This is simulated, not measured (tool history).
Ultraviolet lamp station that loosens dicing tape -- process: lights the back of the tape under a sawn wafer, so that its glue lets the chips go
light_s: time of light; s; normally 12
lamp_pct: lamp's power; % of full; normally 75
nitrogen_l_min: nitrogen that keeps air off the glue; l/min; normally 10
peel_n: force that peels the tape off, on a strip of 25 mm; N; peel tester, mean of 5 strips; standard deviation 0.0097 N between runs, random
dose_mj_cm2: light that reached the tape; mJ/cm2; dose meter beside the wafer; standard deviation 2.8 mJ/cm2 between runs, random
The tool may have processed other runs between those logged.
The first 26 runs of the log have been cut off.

run 27 hour=1146.8 | light_s=7 lamp_pct=65 nitrogen_l_min=5 | peel_n=3.416 dose_mj_cm2=173
run 28 hour=1199.1 | light_s=6 lamp_pct=65 nitrogen_l_min=6 | peel_n=3.683 dose_mj_cm2=148
run 29 hour=1243.0 | light_s=12 lamp_pct=68 nitrogen_l_min=3 | peel_n=1.950 dose_mj_cm2=309
run 30 hour=1274.2 | light_s=12 lamp_pct=71 nitrogen_l_min=3 | peel_n=1.872 dose_mj_cm2=321
run 31 hour=1301.3 | light_s=12 lamp_pct=71 nitrogen_l_min=3 | peel_n=1.812 dose_mj_cm2=315
run 32 hour=1364.9 | light_s=12 lamp_pct=71 nitrogen_l_min=3 | peel_n=2.013 dose_mj_cm2=311
run 33 hour=1405.0 | light_s=12 lamp_pct=69 nitrogen_l_min=10 | peel_n=0.873 dose_mj_cm2=302
run 34 hour=1441.3 | light_s=12 lamp_pct=69 nitrogen_l_min=10 | peel_n=0.908 dose_mj_cm2=304
run 35 hour=1496.1 | light_s=12 lamp_pct=64 nitrogen_l_min=10 | peel_n=1.099 dose_mj_cm2=274

Forecast each of these 4 alternatives for the next run:
run A hour=1537.5 | light_s=12 lamp_pct=68 nitrogen_l_min=4 | peel_n=? dose_mj_cm2=?
run B hour=1537.5 | light_s=12 lamp_pct=78 nitrogen_l_min=8 | peel_n=? dose_mj_cm2=?
run C hour=1537.5 | light_s=12 lamp_pct=75 nitrogen_l_min=4 | peel_n=? dose_mj_cm2=?
run D hour=1537.5 | light_s=12 lamp_pct=69 nitrogen_l_min=17 | peel_n=? dose_mj_cm2=?

run=A peel_n=1.792 dose_mj_cm2=293
run=B peel_n=0.830 dose_mj_cm2=334
run=C peel_n=1.509 dose_mj_cm2=320
run=D peel_n=0.647 dose_mj_cm2=299
Had the tool no hidden state, the same runs would have come out as:
run=A peel_n=1.161 dose_mj_cm2=366
run=B peel_n=0.452 dose_mj_cm2=418
run=C peel_n=0.938 dose_mj_cm2=400
run=D peel_n=0.337 dose_mj_cm2=373
